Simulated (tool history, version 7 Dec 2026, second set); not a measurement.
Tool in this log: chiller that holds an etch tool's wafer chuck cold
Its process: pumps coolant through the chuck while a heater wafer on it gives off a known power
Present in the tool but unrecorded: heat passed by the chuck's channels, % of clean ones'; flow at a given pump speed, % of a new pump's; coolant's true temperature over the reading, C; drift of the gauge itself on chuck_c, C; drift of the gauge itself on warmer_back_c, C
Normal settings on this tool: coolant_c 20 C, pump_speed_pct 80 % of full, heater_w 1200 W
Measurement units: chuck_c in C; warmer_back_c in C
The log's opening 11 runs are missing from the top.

run	hour	coolant_c	pump_speed_pct	heater_w	hours since the coolant was changed and the channels were flushed	hours since the pump was overhauled	hours since the chiller's thermometer was calibrated	chuck_c	warmer_back_c
12	815.2	20	80	1200	4087	996	4087	31.6	4.09
# hour 872.7: chiller's thermometer calibrated
13	924.3	20	80	1200	4195	1104	52	31.4	4.09
14	973.5	20	80	1200	4244	1153	101	31.3	4.11
15	1075.4	20	80	1200	4346	1255	203	31.3	4.08
16	1177.1	20	80	1200	4448	1357	304	31.4	4.08
17	1224	20	80	1200	4495	1404	351	31.5	4.04
18	1304.9	20	80	1200	4576	1485	432	31.5	4.13
19	1367.8	20	61	926	4639	1547	495	31	4.3
20	1427.3	20	61	926	4698	1607	555	30.9	4.3
21	1536.5	20	61	926	4807	1716	664	30.9	4.32
22	1635.3	20	61	926	4906	1815	763	30.8	4.34
23	1728.4	20	61	926	4999	1908	856	31	4.34
24	1781.4	17	61	926	5052	1961	909	27.9	4.3

The next listed run, before its measurement:
25	1873.6	17	61	1720	5145	2053	1001	?	?

chuck_c: 37.5 C
warmer_back_c: 8.08 C
Without the tool's hidden state the same run would have given chuck_c 35.2 C, warmer_back_c 7.96 C.

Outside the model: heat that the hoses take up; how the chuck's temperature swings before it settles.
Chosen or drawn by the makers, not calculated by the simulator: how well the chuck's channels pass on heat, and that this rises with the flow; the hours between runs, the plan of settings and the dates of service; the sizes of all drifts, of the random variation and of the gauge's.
